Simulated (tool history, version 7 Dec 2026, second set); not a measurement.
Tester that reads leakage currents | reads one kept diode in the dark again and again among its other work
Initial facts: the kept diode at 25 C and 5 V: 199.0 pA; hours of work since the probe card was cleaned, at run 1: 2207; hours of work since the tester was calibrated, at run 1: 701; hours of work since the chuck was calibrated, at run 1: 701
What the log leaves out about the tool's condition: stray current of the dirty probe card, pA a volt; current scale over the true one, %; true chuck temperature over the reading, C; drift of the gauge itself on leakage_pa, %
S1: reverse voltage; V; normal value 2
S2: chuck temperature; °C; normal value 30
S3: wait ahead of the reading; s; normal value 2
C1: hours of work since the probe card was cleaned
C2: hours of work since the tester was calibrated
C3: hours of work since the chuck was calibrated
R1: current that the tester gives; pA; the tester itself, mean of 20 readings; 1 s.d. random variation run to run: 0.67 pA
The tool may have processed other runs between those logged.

run	hour	S1	S2	S3	C1	C2	C3	R1
1	0	2	30	2	2207	701	701	212.49
2	35.8	2	30	2	2230	725	725	214.26
3	84.2	2	30	2	2262	756	756	213.9
4	127	2	30	0.4	2290	784	784	213.5
5	191.3	2	30	0.4	2332	827	827	212.77
6	257.3	2	30	0.4	2375	870	870	212.58
7	289.7	2	26	2	2397	891	891	154.09
8	327.6	2	26	2	2422	916	916	154.46
9	388.7	2	30	2	2462	956	956	211.78
10	445	5.83	28	2	2499	993	993	252.16
11	483.2	1.38	30	3.49	2524	1018	1018	188.13
# hour 515.9: probe card cleaned and baked
12	515.9	5.66	45	0.38	0	1038	1038	884.24
13	547.9	5.66	45	0.38	21	1059	1059	886.36
14	610.1	5.32	28	3.15	62	1100	1100	239.44
15	658.3	5.32	28	3.15	93	1131	1131	240.87
16	711.1	5.32	28	3.15	128	1166	1166	239.08
17	752.9	1.11	32	2	156	1193	1193	201.45
18	788.1	6.31	30	2	179	1216	1216	293.17

What if the next run were any one of these 4? Each begins from the tool's condition after run 18:
A	820.5	3.59	21	2	200	1238	1238	?
B	820.5	7.72	22	4.43	200	1238	1238	?
C	820.5	2.81	38	1	200	1238	1238	?
D	820.5	1.23	47	2	200	1238	1238	?

run	R1
A	118.93
B	164.1
C	423.9
D	632.76
Without the tool's hidden state the same runs would have given:
run	R1
A	129.34
B	178.23
C	456.99
D	679.17

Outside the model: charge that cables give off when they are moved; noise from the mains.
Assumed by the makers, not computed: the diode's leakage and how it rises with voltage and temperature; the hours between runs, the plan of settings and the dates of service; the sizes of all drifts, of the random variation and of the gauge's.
